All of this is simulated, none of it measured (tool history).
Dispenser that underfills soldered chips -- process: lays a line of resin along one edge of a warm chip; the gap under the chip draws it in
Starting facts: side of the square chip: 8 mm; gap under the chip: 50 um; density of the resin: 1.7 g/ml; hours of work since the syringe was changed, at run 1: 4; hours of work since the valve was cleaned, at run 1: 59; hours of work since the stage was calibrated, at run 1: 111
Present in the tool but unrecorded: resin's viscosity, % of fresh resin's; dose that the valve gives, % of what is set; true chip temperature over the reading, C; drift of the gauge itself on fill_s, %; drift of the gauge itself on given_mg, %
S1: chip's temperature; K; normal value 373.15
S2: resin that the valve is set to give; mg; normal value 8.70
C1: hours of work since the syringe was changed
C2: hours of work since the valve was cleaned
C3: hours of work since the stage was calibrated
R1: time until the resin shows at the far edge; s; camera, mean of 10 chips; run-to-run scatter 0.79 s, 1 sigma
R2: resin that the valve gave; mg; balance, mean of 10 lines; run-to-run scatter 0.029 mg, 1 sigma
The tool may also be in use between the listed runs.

run 1 day=0.000 | S1=373.15 S2=8.70 | C1=4 C2=59 C3=111 | R1=88.1 R2=8.29
-- day=0.167 new syringe of resin
run 2 day=0.283 | S1=359.15 S2=8.70 | C1=2 C2=63 C3=115 | R1=152.7 R2=8.29
run 3 day=0.479 | S1=359.15 S2=8.70 | C1=5 C2=66 C3=118 | R1=174.2 R2=8.27
-- day=0.621 new syringe of resin
run 4 day=0.683 | S1=359.15 S2=8.70 | C1=1 C2=69 C3=121 | R1=148.2 R2=8.31
run 5 day=0.883 | S1=367.15 S2=8.70 | C1=4 C2=73 C3=124 | R1=115.2 R2=8.23
-- day=1.088 new syringe of resin
run 6 day=1.100 | S1=367.15 S2=8.70 | C1=0 C2=76 C3=127 | R1=99.5 R2=8.27
-- day=1.196 dispensing valve cleaned and set on the balance
run 7 day=1.417 | S1=367.15 S2=8.70 | C1=4 C2=3 C3=132 | R1=116.4 R2=8.65
-- day=1.583 new syringe of resin
run 8 day=1.608 | S1=367.15 S2=8.70 | C1=0 C2=6 C3=134 | R1=97.5 R2=8.60
run 9 day=1.846 | S1=373.15 S2=10.87 | C1=4 C2=10 C3=138 | R1=86.1 R2=10.75
-- day=2.046 new syringe of resin
run 10 day=2.071 | S1=373.15 S2=10.87 | C1=0 C2=13 C3=141 | R1=74.0 R2=10.76
run 11 day=2.354 | S1=373.15 S2=8.08 | C1=5 C2=18 C3=146 | R1=91.9 R2=7.98
-- day=2.500 new syringe of resin
run 12 day=2.533 | S1=373.15 S2=10.64 | C1=1 C2=20 C3=148 | R1=74.6 R2=10.42
run 13 day=2.721 | S1=365.15 S2=8.70 | C1=3 C2=23 C3=151 | R1=122.4 R2=8.54
-- day=2.942 new syringe of resin
run 14 day=3.000 | S1=365.15 S2=8.70 | C1=1 C2=27 C3=155 | R1=110.9 R2=8.54
run 15 day=3.262 | S1=365.15 S2=8.70 | C1=5 C2=31 C3=159 | R1=131.0 R2=8.48
-- day=3.388 new syringe of resin
run 16 day=3.579 | S1=388.15 S2=8.70 | C1=3 C2=36 C3=164 | R1=45.4 R2=8.41
run 17 day=3.725 | S1=373.15 S2=8.70 | C1=5 C2=38 C3=166 | R1=93.4 R2=8.48
-- day=3.850 new syringe of resin
run 18 day=3.950 | S1=373.15 S2=8.70 | C1=2 C2=42 C3=170 | R1=81.6 R2=8.40
run 19 day=4.096 | S1=373.15 S2=8.70 | C1=4 C2=44 C3=172 | R1=89.0 R2=8.42
-- day=4.300 new syringe of resin
run 20 day=4.379 | S1=385.15 S2=8.70 | C1=1 C2=48 C3=176 | R1=47.7 R2=8.38
run 21 day=4.617 | S1=372.15 S2=8.76 | C1=5 C2=52 C3=180 | R1=98.7 R2=8.44
-- day=4.754 new syringe of resin
run 22 day=4.904 | S1=372.15 S2=8.76 | C1=2 C2=56 C3=184 | R1=87.4 R2=8.40
run 23 day=5.112 | S1=385.15 S2=8.68 | C1=6 C2=59 C3=187 | R1=57.0 R2=8.28
-- day=5.196 new syringe of resin
run 24 day=5.317 | S1=367.15 S2=8.07 | C1=2 C2=62 C3=190 | R1=111.7 R2=7.68
run 25 day=5.612 | S1=376.15 S2=10.69 | C1=7 C2=67 C3=195 | R1=87.0 R2=10.14
-- day=5.650 new syringe of resin
run 26 day=5.779 | S1=364.15 S2=7.56 | C1=2 C2=69 C3=197 | R1=127.0 R2=7.14
run 27 day=6.062 | S1=364.15 S2=8.39 | C1=6 C2=74 C3=202 | R1=149.2 R2=7.89
-- day=6.092 new syringe of resin
-- day=6.304 dispensing valve cleaned and set on the balance
run 28 day=6.450 | S1=364.15 S2=9.96 | C1=5 C2=2 C3=207 | R1=136.5 R2=9.94
-- day=6.592 new syringe of resin
run 29 day=6.696 | S1=379.15 S2=9.82 | C1=2 C2=6 C3=211 | R1=60.6 R2=9.79
run 30 day=6.900 | S1=366.15 S2=10.91 | C1=5 C2=9 C3=214 | R1=122.1 R2=10.88
-- day=7.042 new syringe of resin
run 31 day=7.212 | S1=379.15 S2=9.51 | C1=3 C2=14 C3=218 | R1=64.4 R2=9.42
-- day=7.492 new syringe of resin
run 32 day=7.492 | S1=371.15 S2=8.53 | C1=0 C2=18 C3=223 | R1=85.9 R2=8.47
run 33 day=7.733 | S1=371.15 S2=8.53 | C1=4 C2=22 C3=226 | R1=99.7 R2=8.35
run 34 day=7.908 | S1=369.15 S2=9.90 | C1=6 C2=24 C3=229 | R1=117.2 R2=9.72
-- day=7.942 new syringe of resin
run 35 day=8.208 | S1=361.15 S2=8.00 | C1=4 C2=29 C3=234 | R1=160.2 R2=7.83
-- day=8.388 new syringe of resin
run 36 day=8.400 | S1=361.15 S2=8.00 | C1=0 C2=32 C3=236 | R1=136.9 R2=7.78

Results for each run, recomputed without the tool's hidden state and with each run's random variation untouched:
run=1 R1=72.1 R2=8.68
run=2 R1=137.0 R2=8.70
run=3 R1=138.0 R2=8.71
run=4 R1=137.6 R2=8.77
run=5 R1=94.3 R2=8.71
run=6 R1=94.4 R2=8.77
run=7 R1=93.6 R2=8.68
run=8 R1=93.5 R2=8.65
run=9 R1=71.0 R2=10.83
run=10 R1=71.6 R2=10.88
run=11 R1=74.4 R2=8.09
run=12 R1=71.8 R2=10.59
run=13 R1=104.5 R2=8.70
run=14 R1=104.0 R2=8.72
run=15 R1=103.9 R2=8.69
run=16 R1=38.9 R2=8.65
run=17 R1=72.8 R2=8.74
run=18 R1=73.8 R2=8.69
run=19 R1=73.4 R2=8.72
run=20 R1=43.5 R2=8.70
run=21 R1=77.1 R2=8.80
run=22 R1=77.0 R2=8.78
run=23 R1=44.0 R2=8.68
run=24 R1=96.1 R2=8.07
run=25 R1=62.7 R2=10.70
run=26 R1=110.0 R2=7.55
run=27 R1=108.7 R2=8.37
run=28 R1=107.7 R2=9.95
run=29 R1=55.2 R2=9.83
run=30 R1=97.2 R2=10.95
run=31 R1=54.5 R2=9.51
run=32 R1=80.6 R2=8.58
run=33 R1=80.4 R2=8.49
run=34 R1=84.6 R2=9.90
run=35 R1=127.0 R2=8.00
run=36 R1=127.1 R2=7.97

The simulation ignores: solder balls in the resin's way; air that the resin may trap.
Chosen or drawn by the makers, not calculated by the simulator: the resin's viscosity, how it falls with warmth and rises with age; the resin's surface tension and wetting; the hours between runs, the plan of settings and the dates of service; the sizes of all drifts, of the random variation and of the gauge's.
